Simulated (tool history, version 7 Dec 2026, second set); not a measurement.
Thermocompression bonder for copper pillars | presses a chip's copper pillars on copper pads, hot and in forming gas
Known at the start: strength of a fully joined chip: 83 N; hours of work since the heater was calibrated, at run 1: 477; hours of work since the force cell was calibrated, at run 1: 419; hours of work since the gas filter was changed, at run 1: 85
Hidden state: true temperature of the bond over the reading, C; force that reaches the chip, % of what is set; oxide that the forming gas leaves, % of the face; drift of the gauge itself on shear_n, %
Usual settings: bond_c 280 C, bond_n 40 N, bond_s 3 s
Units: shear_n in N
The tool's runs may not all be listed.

run    hour  bond_c  bond_n  bond_s  hours of work since the heater was calibrated  hours of work since the force cell was calibrated  hours of work since the gas filter was changed  shear_n
  1     0.0     280      40       3                                            477                                                419                                              85     41.6
  2    31.0     280      40       3                                            500                                                441                                             108     41.3
  3    90.0     280      40       3                                            543                                                484                                             150     40.6
  4   124.1     280      40       3                                            568                                                509                                             175     39.9
  5   152.8     280      40       3                                            588                                                530                                             196     39.8
  6   196.6     280      25       3                                            620                                                562                                             228     29.2
      206.7  -- forming gas filter changed
  7   232.1     280      40       3                                            646                                                587                                              18     42.0
  8   260.6     280      40       3                                            666                                                608                                              39     41.6
  9   306.8     280      40       3                                            700                                                641                                              73     40.8
 10   340.5     280      40       3                                            724                                                666                                              97     41.0
 11   375.2     280      40       3                                            749                                                691                                             122     40.1
 12   441.8     280      40       3                                            798                                                739                                             171     40.0
 13   499.8     280      40       3                                            840                                                781                                             213     39.2
      533.8  -- forming gas filter changed
 14   539.7     280      40       3                                            868                                                810                                               4     41.8
 15   588.5     280      40       6                                            904                                                845                                              40     51.1
 16   622.1     280      40       2                                            928                                                870                                              64     35.4
 17   678.9     280      39       3                                            969                                                911                                             105     39.7
 18   723.2     280      39       3                                           1002                                                943                                             137     39.8
 19   750.2     280      39       5                                           1021                                                963                                             157     46.5
 20   799.8     280      37       3                                           1057                                                999                                             193     37.3
 21   837.6     280      56       6                                           1085                                               1026                                             220     56.4
      858.4  -- forming gas filter changed
 22   902.3     271      51       7                                           1131                                               1073                                              32     55.4
 23   937.9     280      46       4                                           1157                                               1098                                              58     48.1
 24   988.1     261      46       3                                           1193                                               1135                                              94     36.1
 25  1016.7     261      46       3                                           1214                                               1156                                             115     35.2
 26  1059.8     261      46       3                                           1245                                               1187                                             146     35.5
 27  1117.9     257      46       2                                           1288                                               1229                                             188     28.2
     1126.1  -- heater calibrated with a thermocouple chip
 28  1155.0     257      46       2                                             21                                               1255                                             214     27.2
     1185.5  -- forming gas filter changed
 29  1190.5     257      46       2                                             46                                               1280                                               4     28.7
 30  1250.0     281      55       3                                             90                                               1323                                              47     47.1
     1302.6  -- heater calibrated with a thermocouple chip, once more
 31  1310.4     280      40       2                                              6                                               1365                                              89     36.1
 32  1353.8     280      47       6                                             37                                               1397                                             121     55.3
     1395.9  -- force cell calibrated
 33  1401.3     268      47       6                                             71                                                  4                                             154     48.8
 34  1464.6     268      47       6                                            116                                                 50                                             200     48.2
     1513.8  -- forming gas filter changed
 35  1516.1     271      40       3                                            153                                                 87                                               2     38.1
 36  1562.8     291      51       3                                            187                                                121                                              36     51.4
 37  1607.2     291      51       3                                            220                                                153                                              68     51.1
 38  1644.0     285      40       2                                            246                                                180                                              94     36.8
 39  1701.9     284      40       3                                            288                                                222                                             137     41.2
 40  1734.7     284      40       3                                            312                                                246                                             160     41.3

The same runs without the tool's hidden state, with the same run-to-run variation:
run  shear_n
  1     42.6
  2     42.7
  3     42.6
  4     42.2
  5     42.4
  6     31.5
  7     42.5
  8     42.5
  9     42.1
 10     42.6
 11     42.1
 12     42.7
 13     42.5
 14     42.5
 15     52.4
 16     36.7
 17     41.7
 18     42.2
 19     49.7
 20     40.4
 21     61.3
 22     57.0
 23     49.9
 24     38.2
 25     37.5
 26     38.2
 27     31.0
 28     31.3
 29     31.0
 30     50.4
 31     36.5
 32     56.8
 33     51.6
 34     51.8
 35     38.6
 36     52.5
 37     52.7
 38     38.4
 39     43.5
 40     44.0
